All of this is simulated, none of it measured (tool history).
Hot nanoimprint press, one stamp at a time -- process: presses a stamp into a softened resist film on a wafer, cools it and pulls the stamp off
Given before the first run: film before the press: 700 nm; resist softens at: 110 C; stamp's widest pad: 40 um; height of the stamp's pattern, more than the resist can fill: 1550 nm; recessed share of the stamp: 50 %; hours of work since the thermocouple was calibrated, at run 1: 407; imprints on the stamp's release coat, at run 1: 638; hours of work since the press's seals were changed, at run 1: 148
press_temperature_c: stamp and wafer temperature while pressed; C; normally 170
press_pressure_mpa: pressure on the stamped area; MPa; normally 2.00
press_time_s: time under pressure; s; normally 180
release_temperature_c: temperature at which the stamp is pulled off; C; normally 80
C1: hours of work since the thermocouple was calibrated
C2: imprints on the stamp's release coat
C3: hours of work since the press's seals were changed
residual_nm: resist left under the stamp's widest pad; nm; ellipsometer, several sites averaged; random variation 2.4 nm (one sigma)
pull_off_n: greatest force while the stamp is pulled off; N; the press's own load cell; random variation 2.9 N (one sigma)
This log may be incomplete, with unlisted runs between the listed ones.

Run 1, hour 0.0: usual settings; C1 407; C2 638; C3 148. Result: residual_nm 393.3 nm, pull_off_n 144 N.
Run 2, hour 10.9: usual settings but press_time_s 233 s; C1 416; C2 689; C3 156. Result: residual_nm 366.5 nm, pull_off_n 148 N.
Run 3, hour 19.2: usual settings but press_time_s 233 s; C1 423; C2 728; C3 163. Result: residual_nm 363.0 nm, pull_off_n 144 N.
Run 4, hour 24.4: usual settings but press_time_s 233 s; C1 427; C2 753; C3 167. Result: residual_nm 365.9 nm, pull_off_n 143 N.
Run 5, hour 30.7: usual settings; C1 432; C2 783; C3 172. Result: residual_nm 393.6 nm, pull_off_n 149 N.
Run 6, hour 41.9: usual settings; C1 440; C2 835; C3 181. Result: residual_nm 395.6 nm, pull_off_n 147 N.
Run 7, hour 54.3: usual settings but press_pressure_mpa 1.32 MPa; C1 450; C2 893; C3 190. Result: residual_nm 468.8 nm, pull_off_n 147 N.
At hour 67.3: stamp cleaned and given a new release coat.
Run 8, hour 67.5: usual settings but press_pressure_mpa 1.32 MPa; C1 456; C2 0; C3 196. Result: residual_nm 463.2 nm, pull_off_n 147 N.
Run 9, hour 72.8: usual settings but press_temperature_c 166 C, press_pressure_mpa 1.32 MPa; C1 460; C2 25; C3 200. Result: residual_nm 543.8 nm, pull_off_n 147 N.
Run 10, hour 83.6: usual settings but press_temperature_c 173 C; C1 469; C2 76; C3 209. Result: residual_nm 340.9 nm, pull_off_n 143 N.
Run 11, hour 92.6: usual settings but press_temperature_c 173 C; C1 476; C2 119; C3 216. Result: residual_nm 341.6 nm, pull_off_n 146 N.
Run 12, hour 99.9: usual settings but press_time_s 149 s; C1 482; C2 153; C3 222. Result: residual_nm 418.1 nm, pull_off_n 144 N.
Run 13, hour 109.1: usual settings but press_time_s 149 s; C1 489; C2 196; C3 229. Result: residual_nm 423.2 nm, pull_off_n 145 N.
Run 14, hour 114.9: usual settings but press_pressure_mpa 2.90 MPa; C1 493; C2 224; C3 234. Result: residual_nm 335.4 nm, pull_off_n 143 N.
At hour 127.8: plate thermocouple calibrated.
Run 15, hour 129.9: usual settings; C1 2; C2 280; C3 243. Result: residual_nm 392.8 nm, pull_off_n 148 N.
Run 16, hour 139.6: usual settings but press_temperature_c 175 C, press_time_s 199 s, release_temperature_c 71 C; C1 9; C2 325; C3 251. Result: residual_nm 297.5 nm, pull_off_n 154 N.
Run 17, hour 150.8: usual settings but press_pressure_mpa 2.53 MPa, press_time_s 156 s; C1 18; C2 378; C3 260. Result: residual_nm 374.3 nm, pull_off_n 151 N.
Run 18, hour 158.3: usual settings but press_pressure_mpa 2.53 MPa, press_time_s 340 s; C1 24; C2 414; C3 266. Result: residual_nm 282.5 nm, pull_off_n 149 N.
Run 19, hour 166.4: usual settings but press_pressure_mpa 2.53 MPa, press_time_s 340 s; C1 31; C2 452; C3 272. Result: residual_nm 282.9 nm, pull_off_n 146 N.
Run 20, hour 178.7: usual settings but press_temperature_c 159 C, press_pressure_mpa 1.51 MPa, press_time_s 118 s, release_temperature_c 85 C; C1 40; C2 510; C3 282. Result: residual_nm 648.8 nm, pull_off_n 141 N.
Run 21, hour 189.2: usual settings but press_temperature_c 171 C, press_pressure_mpa 1.51 MPa, press_time_s 214 s, release_temperature_c 83 C; C1 49; C2 559; C3 290. Result: residual_nm 401.9 nm, pull_off_n 141 N.
Run 22, hour 195.2: usual settings but press_temperature_c 171 C, press_pressure_mpa 1.51 MPa, press_time_s 214 s, release_temperature_c 83 C; C1 53; C2 587; C3 295. Result: residual_nm 396.9 nm, pull_off_n 142 N.
Run 23, hour 204.2: usual settings but press_temperature_c 168 C, press_pressure_mpa 1.51 MPa, press_time_s 214 s, release_temperature_c 85 C; C1 60; C2 630; C3 302. Result: residual_nm 459.9 nm, pull_off_n 142 N.
Run 24, hour 214.1: usual settings but press_temperature_c 168 C, press_pressure_mpa 1.51 MPa, press_time_s 214 s, release_temperature_c 85 C; C1 68; C2 676; C3 310. Result: residual_nm 458.9 nm, pull_off_n 139 N.
Run 25, hour 222.4: usual settings but press_temperature_c 169 C, press_pressure_mpa 2.23 MPa, press_time_s 100 s, release_temperature_c 70 C; C1 75; C2 715; C3 316. Result: residual_nm 468.8 nm, pull_off_n 158 N.
Run 26, hour 230.8: usual settings but press_pressure_mpa 1.39 MPa, release_temperature_c 74 C; C1 81; C2 755; C3 323. Result: residual_nm 452.8 nm, pull_off_n 155 N.
Run 27, hour 239.9: usual settings but press_temperature_c 167 C, press_pressure_mpa 1.39 MPa, press_time_s 118 s, release_temperature_c 74 C; C1 89; C2 797; C3 330. Result: residual_nm 553.0 nm, pull_off_n 152 N.
Run 28, hour 245.7: usual settings but press_temperature_c 167 C, press_pressure_mpa 1.39 MPa, press_time_s 118 s, release_temperature_c 74 C; C1 93; C2 825; C3 335. Result: residual_nm 555.2 nm, pull_off_n 157 N.
Run 29, hour 256.6: usual settings but press_temperature_c 167 C, press_pressure_mpa 1.39 MPa, press_time_s 337 s, release_temperature_c 73 C; C1 102; C2 876; C3 343. Result: residual_nm 436.9 nm, pull_off_n 157 N.

5 ways to go on from here, each from the tool as it stands after run 29. What would each give?
At hour 273.2: stamp cleaned and given a new release coat.
Run A, hour 275.1: usual settings but release_temperature_c 85 C; C1 112; C2 9; C3 353. Result: residual_nm ?, pull_off_n ?.
At hour 273.2: stamp cleaned and given a new release coat.
Run B, hour 275.1: usual settings but press_temperature_c 179 C, press_pressure_mpa 1.39 MPa, press_time_s 337 s, release_temperature_c 73 C; C1 112; C2 9; C3 353. Result: residual_nm ?, pull_off_n ?.
At hour 273.2: stamp cleaned and given a new release coat.
Run C, hour 275.1: usual settings but press_temperature_c 167 C, press_pressure_mpa 2.98 MPa, press_time_s 98 s, release_temperature_c 84 C; C1 112; C2 9; C3 353. Result: residual_nm ?, pull_off_n ?.
At hour 273.2: stamp cleaned and given a new release coat.
Run D, hour 275.1: usual settings but release_temperature_c 81 C; C1 112; C2 9; C3 353. Result: residual_nm ?, pull_off_n ?.
At hour 273.2: stamp cleaned and given a new release coat.
Run E, hour 275.1: usual settings but press_temperature_c 167 C, press_pressure_mpa 2.68 MPa, press_time_s 337 s, release_temperature_c 73 C; C1 112; C2 9; C3 353. Result: residual_nm ?, pull_off_n ?.

run  residual_nm  pull_off_n
  A        399.2         138
  B        242.2         152
  C        461.0         136
  D        393.1         148
  E        326.8         155
Without the tool's unlogged condition, the same runs would have read:
run  residual_nm  pull_off_n
  A        398.7         138
  B        241.9         152
  C        460.4         136
  D        392.6         148
  E        326.3         155

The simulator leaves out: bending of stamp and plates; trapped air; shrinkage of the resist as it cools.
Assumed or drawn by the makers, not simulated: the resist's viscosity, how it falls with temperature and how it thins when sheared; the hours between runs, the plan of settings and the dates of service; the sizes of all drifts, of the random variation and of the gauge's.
